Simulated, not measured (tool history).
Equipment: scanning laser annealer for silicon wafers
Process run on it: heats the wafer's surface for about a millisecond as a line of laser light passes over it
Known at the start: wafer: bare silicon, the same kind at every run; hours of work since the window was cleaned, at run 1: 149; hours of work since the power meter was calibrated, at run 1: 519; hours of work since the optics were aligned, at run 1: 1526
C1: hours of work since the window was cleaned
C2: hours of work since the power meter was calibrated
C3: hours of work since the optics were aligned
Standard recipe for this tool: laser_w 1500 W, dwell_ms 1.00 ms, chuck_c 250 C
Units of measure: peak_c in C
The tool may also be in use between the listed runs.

Run 1, hour 0.0: usual settings; C1 149; C2 519; C3 1526. Result: peak_c 1073 C.
Run 2, hour 11.8: usual settings; C1 159; C2 529; C3 1535. Result: peak_c 1072 C.
Run 3, hour 23.3: usual settings; C1 168; C2 538; C3 1544. Result: peak_c 1072 C.
Run 4, hour 44.5: usual settings; C1 185; C2 554; C3 1561. Result: peak_c 1071 C.
At hour 71.3: optics aligned, line set to its width.
Run 5, hour 71.3: usual settings but dwell_ms 0.95 ms; C1 202; C2 572; C3 0. Result: peak_c 1055 C.
Run 6, hour 91.2: usual settings but dwell_ms 0.95 ms; C1 218; C2 588; C3 16. Result: peak_c 1056 C.
Run 7, hour 113.7: usual settings but laser_w 1551 W; C1 235; C2 605; C3 34. Result: peak_c 1099 C.
Run 8, hour 124.7: usual settings but laser_w 1551 W, dwell_ms 0.72 ms; C1 244; C2 614; C3 42. Result: peak_c 992 C.
Run 9, hour 141.4: usual settings; C1 257; C2 627; C3 56. Result: peak_c 1068 C.
Run 10, hour 159.8: usual settings but chuck_c 247 C; C1 272; C2 642; C3 70. Result: peak_c 1064 C.
Run 11, hour 175.1: usual settings but chuck_c 247 C; C1 284; C2 654; C3 82. Result: peak_c 1064 C.
Run 12, hour 196.3: usual settings; C1 301; C2 671; C3 99. Result: peak_c 1071 C.
Run 13, hour 212.2: usual settings; C1 314; C2 683; C3 112. Result: peak_c 1068 C.
Run 14, hour 230.6: usual settings; C1 328; C2 698; C3 126. Result: peak_c 1068 C.
Run 15, hour 243.6: usual settings but chuck_c 230 C; C1 338; C2 708; C3 137. Result: peak_c 1045 C.
Run 16, hour 258.5: usual settings but chuck_c 216 C; C1 350; C2 720; C3 148. Result: peak_c 1031 C.
Run 17, hour 280.7: usual settings; C1 368; C2 738; C3 166. Result: peak_c 1066 C.
Run 18, hour 290.7: usual settings; C1 376; C2 746; C3 174. Result: peak_c 1058 C.
Run 19, hour 305.5: usual settings; C1 388; C2 757; C3 186. Result: peak_c 1063 C.
Run 20, hour 320.6: usual settings; C1 400; C2 769; C3 198. Result: peak_c 1063 C.
Run 21, hour 332.2: usual settings; C1 409; C2 779; C3 207. Result: peak_c 1064 C.
Run 22, hour 352.9: usual settings but laser_w 1356 W, dwell_ms 0.75 ms; C1 425; C2 795; C3 223. Result: peak_c 898 C.
Run 23, hour 372.6: usual settings but laser_w 1356 W, dwell_ms 0.75 ms; C1 441; C2 811; C3 239. Result: peak_c 898 C.
Run 24, hour 393.4: usual settings but dwell_ms 0.89 ms; C1 457; C2 827; C3 255. Result: peak_c 1018 C.
Run 25, hour 413.4: usual settings but laser_w 1375 W, dwell_ms 0.73 ms; C1 473; C2 843; C3 271. Result: peak_c 898 C.
Run 26, hour 427.5: usual settings but laser_w 1620 W, dwell_ms 0.73 ms; C1 484; C2 854; C3 282. Result: peak_c 1014 C.
Run 27, hour 443.3: usual settings but laser_w 1620 W, dwell_ms 0.73 ms; C1 497; C2 867; C3 295. Result: peak_c 1013 C.
At hour 446.8: window over the wafer cleaned.
Run 28, hour 459.6: usual settings but chuck_c 243 C; C1 10; C2 878; C3 306. Result: peak_c 1080 C.
Run 29, hour 476.8: usual settings but dwell_ms 0.88 ms, chuck_c 243 C; C1 24; C2 892; C3 320. Result: peak_c 1033 C.
Run 30, hour 499.5: usual settings but dwell_ms 0.88 ms, chuck_c 243 C; C1 42; C2 910; C3 338. Result: peak_c 1032 C.
Run 31, hour 512.3: usual settings but laser_w 1488 W, dwell_ms 0.77 ms, chuck_c 274 C; C1 52; C2 920; C3 348. Result: peak_c 1016 C.
Run 32, hour 532.0: usual settings but laser_w 1488 W, dwell_ms 0.77 ms, chuck_c 274 C; C1 68; C2 935; C3 364. Result: peak_c 1011 C.

Run 33, settings as shown, results not yet in. Your forecast:
Run 33, hour 544.6: usual settings but laser_w 1488 W, dwell_ms 0.77 ms, chuck_c 274 C; C1 78; C2 945; C3 374. Result: peak_c ?.

{"run 33": {"peak_c": 1014}}
If the tool had no hidden condition, the same run with the same run-to-run variation would have returned peak_c 1020 C.
